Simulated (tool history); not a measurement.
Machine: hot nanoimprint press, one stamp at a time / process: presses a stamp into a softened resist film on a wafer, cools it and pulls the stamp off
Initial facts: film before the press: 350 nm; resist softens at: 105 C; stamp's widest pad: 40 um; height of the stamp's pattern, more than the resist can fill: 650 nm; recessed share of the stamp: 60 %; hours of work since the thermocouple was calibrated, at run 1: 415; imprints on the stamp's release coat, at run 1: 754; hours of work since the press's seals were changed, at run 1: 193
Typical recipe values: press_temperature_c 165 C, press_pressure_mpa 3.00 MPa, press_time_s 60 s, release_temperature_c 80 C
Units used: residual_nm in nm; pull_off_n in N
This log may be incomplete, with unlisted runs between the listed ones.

run,hour,press_temperature_c,press_pressure_mpa,press_time_s,release_temperature_c,hours of work since the thermocouple was calibrated,imprints on the stamp's release coat,hours of work since the press's seals were changed,residual_nm,pull_off_n
1,0.0,165,3.00,60,80,415,754,193,191.3,137
2,66.0,165,3.00,60,80,457,919,235,191.8,139
3,120.8,165,3.00,60,80,492,1056,270,192.0,134
# hour 159.0: plate thermocouple calibrated
4,173.9,165,3.00,60,80,10,1181,302,191.9,137
5,256.3,165,3.00,60,80,62,1387,355,192.0,137
6,326.8,165,3.00,60,80,107,1563,400,189.2,136
7,405.5,170,3.00,60,80,158,1760,451,151.4,131
8,482.7,170,3.00,60,80,207,1953,500,152.4,135
9,543.5,165,3.00,60,80,246,2105,539,187.8,129
# hour 571.7: stamp cleaned and given a new release coat
10,602.1,165,3.00,60,80,280,76,572,188.5,134
11,662.2,159,2.27,33,78,318,227,611,286.7,138
12,717.2,159,2.27,33,78,353,364,646,286.1,134
13,771.4,159,2.27,33,78,388,500,681,287.5,135
14,814.0,176,2.27,33,82,415,606,708,166.0,137
15,892.6,176,2.27,33,82,465,802,758,163.5,132
16,954.2,176,2.27,33,82,505,956,798,164.5,131
# hour 975.7: plate thermocouple calibrated
17,1035.7,170,4.60,50,85,38,1152,848,131.8,126
# hour 1084.0: gauge calibrated
18,1084.0,170,2.32,60,75,69,1273,879,174.6,137
19,1153.1,156,2.94,80,65,114,1446,923,252.6,144
# hour 1199.2: press's hydraulic seals changed and the load cell set to zero
20,1220.0,156,2.94,80,65,151,1593,13,252.6,144

Consider 5 possible next runs. They are alternatives, not a sequence: every one starts from the tool as it was left by run 20. What does each give?
A,1274.7,165,2.10,70,87,186,1730,48,?,?
B,1274.7,160,2.94,53,65,186,1730,48,?,?
C,1274.7,165,3.00,58,80,186,1730,48,?,?
D,1274.7,156,2.94,40,65,186,1730,48,?,?
E,1274.7,156,2.94,80,71,186,1730,48,?,?

run,residual_nm,pull_off_n
A,210.6,124
B,242.2,146
C,193.7,130
D,289.4,147
E,251.4,141
Without the tool's hidden state the same runs would have given:
run,residual_nm,pull_off_n
A,211.6,123
B,243.4,144
C,194.7,129
D,290.8,146
E,252.7,140
